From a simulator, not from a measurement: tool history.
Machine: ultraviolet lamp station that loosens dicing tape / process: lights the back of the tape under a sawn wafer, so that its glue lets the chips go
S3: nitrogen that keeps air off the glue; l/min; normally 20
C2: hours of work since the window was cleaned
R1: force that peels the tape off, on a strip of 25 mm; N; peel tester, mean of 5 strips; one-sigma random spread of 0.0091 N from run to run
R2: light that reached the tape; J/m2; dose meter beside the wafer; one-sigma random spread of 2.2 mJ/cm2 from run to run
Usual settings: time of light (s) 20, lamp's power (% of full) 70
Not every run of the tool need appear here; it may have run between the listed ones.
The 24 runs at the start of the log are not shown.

Run 25, hour 553.7: usual settings but time of light (s) 25, lamp's power (% of full) 76, S3 29 l/min; hours of work of the lamp 1102; C2 40. Result: R1 0.240 N, R2 2140 J/m2.
Run 26, hour 582.8: usual settings but time of light (s) 14, lamp's power (% of full) 75, S3 39 l/min; hours of work of the lamp 1125; C2 63. Result: R1 0.772 N, R2 1160 J/m2.
Run 27, hour 608.9: usual settings but time of light (s) 16, lamp's power (% of full) 93, S3 14 l/min; hours of work of the lamp 1146; C2 83. Result: R1 0.673 N, R2 1700 J/m2.
Run 28, hour 638.3: usual settings but time of light (s) 16, lamp's power (% of full) 93, S3 14 l/min; hours of work of the lamp 1169; C2 107. Result: R1 0.691 N, R2 1590 J/m2.
Run 29, hour 655.8: usual settings but lamp's power (% of full) 93; hours of work of the lamp 1183; C2 121. Result: R1 0.359 N, R2 2000 J/m2.
Run 30, hour 674.1: usual settings but time of light (s) 32, lamp's power (% of full) 93, S3 23 l/min; hours of work of the lamp 1198; C2 135. Result: R1 0.099 N, R2 3230 J/m2.
Run 31, hour 703.3: usual settings but time of light (s) 23, lamp's power (% of full) 82; hours of work of the lamp 1221; C2 158. Result: R1 0.334 N, R2 1980 J/m2.
Run 32, hour 723.4: usual settings but time of light (s) 23, lamp's power (% of full) 82; hours of work of the lamp 1237; C2 174. Result: R1 0.362 N, R2 2010 J/m2.
Run 33, hour 747.6: usual settings but time of light (s) 23, lamp's power (% of full) 82; hours of work of the lamp 1256; C2 194. Result: R1 0.363 N, R2 1990 J/m2.
Run 34, hour 770.6: usual settings but time of light (s) 23, lamp's power (% of full) 74; hours of work of the lamp 1274; C2 212. Result: R1 0.475 N, R2 1770 J/m2.
Run 35, hour 787.3: usual settings but time of light (s) 23, lamp's power (% of full) 74; hours of work of the lamp 1287; C2 225. Result: R1 0.460 N, R2 1770 J/m2.

Predict each of these 3 candidate next runs independently; none follows another, all start after run 35:
Run A, hour 805.3: usual settings but time of light (s) 19, lamp's power (% of full) 74, S3 13 l/min; hours of work of the lamp 1302; C2 239. Result: R1 ?, R2 ?.
Run B, hour 805.3: usual settings but time of light (s) 14, lamp's power (% of full) 74; hours of work of the lamp 1302; C2 239. Result: R1 ?, R2 ?.
Run C, hour 805.3: usual settings but time of light (s) 22; hours of work of the lamp 1302; C2 239. Result: R1 ?, R2 ?.

run     R1    R2
  A  0.863  1420
  B  1.145  1060
  C  0.576  1560
Stripped of hidden state, with their random variation kept, the same runs would have yielded:
run     R1    R2
  A  0.498  1930
  B  0.710  1430
  C  0.305  2110
